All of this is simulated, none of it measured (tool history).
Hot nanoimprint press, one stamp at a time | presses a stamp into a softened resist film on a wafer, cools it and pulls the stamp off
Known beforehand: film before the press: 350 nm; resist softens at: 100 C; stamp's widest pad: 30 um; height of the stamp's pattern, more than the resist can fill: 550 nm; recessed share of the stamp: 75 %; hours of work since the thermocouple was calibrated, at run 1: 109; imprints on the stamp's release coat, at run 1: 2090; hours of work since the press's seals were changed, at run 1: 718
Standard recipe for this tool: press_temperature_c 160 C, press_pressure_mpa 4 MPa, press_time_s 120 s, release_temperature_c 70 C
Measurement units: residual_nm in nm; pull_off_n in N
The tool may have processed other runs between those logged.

run    hour  press_temperature_c  press_pressure_mpa  press_time_s  release_temperature_c  hours of work since the thermocouple was calibrated  imprints on the stamp's release coat  hours of work since the press's seals were changed  residual_nm  pull_off_n
  1       0                  160                   4           120                     70                                                  109                                  2090                                                 718        148.8         324
  2    48.8                  160                3.61           120                     70                                                  138                                  2305                                                 747        156.7         317
       79.5  -- stamp cleaned and given a new release coat
  3   105.4                  171                   4           120                     70                                                  167                                   115                                                 776        105.1         228
      150.9  -- press's hydraulic seals changed and the load cell set to zero
  4   153.4                  171                   4           120                     70                                                  191                                   291                                                   1        102.2         237
  5   196.3                  171                   4           120                     70                                                  216                                   480                                                  27          101         241
  6   262.4                  171                   4           120                     70                                                  255                                   772                                                  65        102.4         269
  7   295.3                  171                   4           120                     70                                                  274                                   916                                                  85          101         258
  8   360.1                  160                   4           120                     70                                                  312                                  1202                                                 123        143.3         280
  9   424.8                  160                   4           120                     70                                                  350                                  1487                                                 161        142.2         285
      436.9  -- plate thermocouple calibrated
 10   484.9                  160                   4           120                     70                                                   28                                  1739                                                 194        148.8         306
 11   521.3                  160                   4           120                     57                                                   49                                  1899                                                 215        146.8         352
 12   578.9                  160                   4           120                     71                                                   83                                  2153                                                 249        146.7         320
 13   632.8                  160                   4            88                     70                                                  115                                  2391                                                 281        165.6         324
      643.2  -- stamp cleaned and given a new release coat
 14     671                  160                   4            88                     70                                                  134                                   122                                                 300        163.2         227
 15   700.9                  160                   4           120                     70                                                  151                                   254                                                 317        145.4         237
 16   739.5                  160                4.04           120                     70                                                  174                                   424                                                 340        146.2         252
 17     787                  160                4.04           120                     70                                                  202                                   633                                                 368        145.3         253
 18   831.6                  171                4.04            63                     70                                                  228                                   830                                                 394          130         256
 19   880.8                  164                4.04           186                     70                                                  257                                  1047                                                 423        107.2         271
 20   939.9                  169                   4            72                     60                                                  291                                  1307                                                 457        131.1         308
 21   985.9                  157                   4           122                     60                                                  318                                  1510                                                 484        157.8         318
     1051.3  -- plate thermocouple calibrated
 22  1059.1                  157                   4           122                     60                                                    5                                  1819                                                 525        166.2         329
 23  1100.9                  156                6.36           120                     76                                                   29                                  2004                                                 550        135.4         303
 24    1139                  156                6.36           159                     71                                                   51                                  2172                                                 572        120.8         311
       1199  -- stamp cleaned and given a new release coat
 25  1211.6                  156                6.36           159                     72                                                   90                                    56                                                 611        121.3         221
 26  1268.7                  152                2.77           141                     74                                                  124                                   308                                                 645        217.8         230
 27  1312.2                  152                2.77           141                     74                                                  149                                   499                                                 670        217.4         238
 28  1367.3                  152                2.77           141                     67                                                  182                                   742                                                 702          215         267
 29    1401                  160                5.34           120                     70                                                  201                                   891                                                 722        125.6         263

Consider 3 possible next runs. They are alternatives, not a sequence: every one starts from the tool as it was left by run 29. What does each give?
  A  1453.5                  168                6.11           225                     70                                                  232                                  1122                                                 753            ?           ?
  B  1453.5                  160                5.34           186                     70                                                  232                                  1122                                                 753            ?           ?
  C  1453.5                  162                5.34            77                     56                                                  232                                  1122                                                 753            ?           ?

run  residual_nm  pull_off_n
  A           70         268
  B        106.7         278
  C        137.7         303
The same runs, with their run-to-run variation unchanged, on a tool lacking any hidden condition would have given:
run  residual_nm  pull_off_n
  A         70.6         225
  B        108.6         233
  C        139.8         254
